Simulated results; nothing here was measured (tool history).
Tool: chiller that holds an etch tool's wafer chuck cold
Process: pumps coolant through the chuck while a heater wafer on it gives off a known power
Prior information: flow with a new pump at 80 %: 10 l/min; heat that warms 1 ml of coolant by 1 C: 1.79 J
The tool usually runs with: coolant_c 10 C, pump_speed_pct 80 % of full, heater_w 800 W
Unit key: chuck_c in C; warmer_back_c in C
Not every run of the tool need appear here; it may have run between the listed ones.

| run | hour | coolant_c | pump_speed_pct | heater_w | chuck_c | warmer_back_c |
|---|---|---|---|---|---|---|
| 1 | 0.0 | 10 | 80 | 800 | 20.6 | 2.67 |
| 2 | 57.9 | 10 | 71 | 800 | 21.8 | 3.07 |
| 3 | 98.1 | 10 | 79 | 800 | 20.7 | 2.75 |
| 4 | 160.2 | 10 | 79 | 800 | 20.6 | 2.79 |
| 5 | 217.8 | 10 | 62 | 800 | 23.4 | 3.51 |
| 6 | 267.1 | 7 | 92 | 1102 | 20.0 | 3.24 |
| 7 | 301.9 | 11 | 62 | 800 | 24.2 | 3.58 |
| 8 | 377.0 | 6 | 80 | 897 | 18.0 | 3.05 |
| 9 | 451.5 | 6 | 80 | 897 | 18.1 | 3.09 |

Run 10 has not been measured yet. What should we expect?
| 10 | 508.5 | 6 | 80 | 897 | ? | ? |

{"run 10": {"chuck_c": 18.1, "warmer_back_c": 3.03}}
Had the tool carried no hidden state, the very same run would have given chuck_c 16.7 C, warmer_back_c 2.98 C.

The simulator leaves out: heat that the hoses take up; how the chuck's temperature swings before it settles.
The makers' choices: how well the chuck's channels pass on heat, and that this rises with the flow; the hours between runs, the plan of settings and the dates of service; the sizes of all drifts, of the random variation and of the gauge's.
